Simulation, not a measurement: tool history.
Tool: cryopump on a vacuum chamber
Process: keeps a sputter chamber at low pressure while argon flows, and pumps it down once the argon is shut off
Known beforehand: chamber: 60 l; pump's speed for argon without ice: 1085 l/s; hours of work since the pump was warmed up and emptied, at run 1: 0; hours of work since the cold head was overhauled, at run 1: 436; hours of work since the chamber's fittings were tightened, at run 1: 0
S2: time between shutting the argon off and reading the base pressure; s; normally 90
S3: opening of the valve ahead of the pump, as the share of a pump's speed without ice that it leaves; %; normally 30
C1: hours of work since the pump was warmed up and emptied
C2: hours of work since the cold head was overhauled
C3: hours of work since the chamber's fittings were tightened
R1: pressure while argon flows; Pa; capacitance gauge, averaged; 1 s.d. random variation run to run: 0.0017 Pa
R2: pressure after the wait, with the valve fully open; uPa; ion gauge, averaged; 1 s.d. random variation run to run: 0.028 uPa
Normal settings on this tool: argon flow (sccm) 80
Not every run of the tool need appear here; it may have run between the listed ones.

{"run": 1, "hour": 0.0, "argon flow (sccm)": 80, "S2": 90, "S3": 30, "C1": 0, "C2": 436, "C3": 0, "R1": 0.4152, "R2": 1.35}
{"run": 2, "hour": 29.7, "argon flow (sccm)": 80, "S2": 90, "S3": 30, "C1": 20, "C2": 456, "C3": 20, "R1": 0.4194, "R2": 1.38}
{"run": 3, "hour": 55.9, "argon flow (sccm)": 80, "S2": 90, "S3": 30, "C1": 37, "C2": 473, "C3": 37, "R1": 0.4183, "R2": 1.4}
{"run": 4, "hour": 83.5, "argon flow (sccm)": 80, "S2": 90, "S3": 30, "C1": 56, "C2": 491, "C3": 56, "R1": 0.4198, "R2": 1.38}
{"run": 5, "hour": 110.1, "argon flow (sccm)": 80, "S2": 90, "S3": 21, "C1": 73, "C2": 509, "C3": 73, "R1": 0.5994, "R2": 1.41}
{"run": 6, "hour": 127.4, "argon flow (sccm)": 80, "S2": 90, "S3": 30, "C1": 85, "C2": 521, "C3": 85, "R1": 0.4243, "R2": 1.4}
{"run": 7, "hour": 150.8, "argon flow (sccm)": 80, "S2": 90, "S3": 30, "C1": 100, "C2": 536, "C3": 100, "R1": 0.4277, "R2": 1.45}
{"run": 8, "hour": 175.8, "argon flow (sccm)": 80, "S2": 90, "S3": 30, "C1": 117, "C2": 553, "C3": 117, "R1": 0.4263, "R2": 1.37}
{"run": 9, "hour": 192.9, "argon flow (sccm)": 80, "S2": 90, "S3": 30, "C1": 128, "C2": 564, "C3": 128, "R1": 0.4274, "R2": 1.41}
{"run": 10, "hour": 214.5, "argon flow (sccm)": 80, "S2": 90, "S3": 30, "C1": 142, "C2": 578, "C3": 142, "R1": 0.432, "R2": 1.38}
{"run": 11, "hour": 239.8, "argon flow (sccm)": 80, "S2": 29, "S3": 30, "C1": 159, "C2": 595, "C3": 159, "R1": 0.432, "R2": 3.68}
{"run": 12, "hour": 266.4, "argon flow (sccm)": 80, "S2": 90, "S3": 30, "C1": 177, "C2": 613, "C3": 177, "R1": 0.4318, "R2": 1.39}
{"run": 13, "hour": 296.1, "argon flow (sccm)": 80, "S2": 90, "S3": 30, "C1": 197, "C2": 632, "C3": 197, "R1": 0.4344, "R2": 1.46}
{"run": 14, "hour": 311.4, "argon flow (sccm)": 80, "S2": 90, "S3": 30, "C1": 207, "C2": 643, "C3": 207, "R1": 0.4384, "R2": 1.48}
{"run": 15, "hour": 331.6, "argon flow (sccm)": 80, "S2": 90, "S3": 30, "C1": 220, "C2": 656, "C3": 220, "R1": 0.4356, "R2": 1.51}
{"run": 16, "hour": 360.5, "argon flow (sccm)": 80, "S2": 90, "S3": 30, "C1": 239, "C2": 675, "C3": 239, "R1": 0.4413, "R2": 1.48}
{"run": 17, "hour": 384.2, "argon flow (sccm)": 80, "S2": 90, "S3": 30, "C1": 255, "C2": 691, "C3": 255, "R1": 0.4438, "R2": 1.51}
{"run": 18, "hour": 407.8, "argon flow (sccm)": 80, "S2": 90, "S3": 30, "C1": 271, "C2": 707, "C3": 271, "R1": 0.4429, "R2": 1.53}
{"run": 19, "hour": 433.2, "argon flow (sccm)": 95, "S2": 45, "S3": 20, "C1": 287, "C2": 723, "C3": 287, "R1": 0.7792, "R2": 2.55}
{"run": 20, "hour": 462.7, "argon flow (sccm)": 33, "S2": 90, "S3": 16, "C1": 307, "C2": 743, "C3": 307, "R1": 0.334, "R2": 1.53}
{"run": 21, "hour": 489.1, "argon flow (sccm)": 33, "S2": 90, "S3": 16, "C1": 325, "C2": 760, "C3": 325, "R1": 0.3349, "R2": 1.51}
{"run": 22, "hour": 520.6, "argon flow (sccm)": 33, "S2": 90, "S3": 16, "C1": 345, "C2": 781, "C3": 345, "R1": 0.3364, "R2": 1.54}
{"run": 23, "hour": 547.4, "argon flow (sccm)": 80, "S2": 39, "S3": 24, "C1": 363, "C2": 799, "C3": 363, "R1": 0.559, "R2": 2.92}
{"run": 24, "hour": 562.9, "argon flow (sccm)": 108, "S2": 27, "S3": 28, "C1": 373, "C2": 809, "C3": 373, "R1": 0.6586, "R2": 4.05}
{"run": 25, "hour": 591.0, "argon flow (sccm)": 152, "S2": 72, "S3": 18, "C1": 392, "C2": 828, "C3": 392, "R1": 1.4038, "R2": 1.85}
{"run": 26, "hour": 604.3, "argon flow (sccm)": 80, "S2": 90, "S3": 15, "C1": 401, "C2": 837, "C3": 401, "R1": 0.8784, "R2": 1.62}
{"run": 27, "hour": 628.9, "argon flow (sccm)": 88, "S2": 28, "S3": 15, "C1": 417, "C2": 853, "C3": 417, "R1": 0.9677, "R2": 3.98}
{"hour": 635.5, "done": "pump warmed up, emptied and cooled again"}
{"run": 28, "hour": 660.6, "argon flow (sccm)": 80, "S2": 37, "S3": 30, "C1": 17, "C2": 871, "C3": 435, "R1": 0.4149, "R2": 2.95}
{"run": 29, "hour": 685.3, "argon flow (sccm)": 35, "S2": 48, "S3": 28, "C1": 33, "C2": 887, "C3": 451, "R1": 0.1962, "R2": 2.36}
{"run": 30, "hour": 711.7, "argon flow (sccm)": 35, "S2": 48, "S3": 28, "C1": 51, "C2": 905, "C3": 469, "R1": 0.1973, "R2": 2.42}
{"run": 31, "hour": 734.1, "argon flow (sccm)": 35, "S2": 48, "S3": 28, "C1": 65, "C2": 920, "C3": 484, "R1": 0.1977, "R2": 2.43}
{"run": 32, "hour": 752.5, "argon flow (sccm)": 110, "S2": 279, "S3": 50, "C1": 78, "C2": 932, "C3": 496, "R1": 0.3533, "R2": 0.81}
{"run": 33, "hour": 772.3, "argon flow (sccm)": 122, "S2": 75, "S3": 22, "C1": 91, "C2": 945, "C3": 509, "R1": 0.8779, "R2": 1.73}
{"run": 34, "hour": 799.1, "argon flow (sccm)": 122, "S2": 63, "S3": 19, "C1": 109, "C2": 963, "C3": 527, "R1": 1.0158, "R2": 1.92}
{"run": 35, "hour": 819.1, "argon flow (sccm)": 110, "S2": 29, "S3": 16, "C1": 122, "C2": 976, "C3": 540, "R1": 1.0772, "R2": 3.68}

Some steps in R1 between neighbouring runs. How much of each would the tool show without its hidden state too (settings, what came in, random variation), and how much is left for the hidden state, with any gauge scatter that isn't in both results?
What the log doesn't record here: pump's speed, % of a pump's without ice; cold plate's temperature, K; leak into the chamber, uPa l/s; drift of the gauge itself on working_pa, %; drift of the gauge itself on base_upa, %.
Run 24 -> 25: argon flow (sccm) 108 -> 152, S2 27 -> 72, S3 28 -> 18. R1 +0.7452 Pa: hidden state +0.0286, all else +0.7166.
Run 25 -> 26: argon flow (sccm) 152 -> 80, S2 72 -> 90, S3 18 -> 15. R1 -0.5254 Pa: hidden state -0.0394, all else -0.486.
Run 27 -> 28: argon flow (sccm) 88 -> 80, S2 28 -> 37, S3 15 -> 30, pump warmed up, emptied and cooled again. R1 -0.5528 Pa: hidden state -0.0511, all else -0.5017.
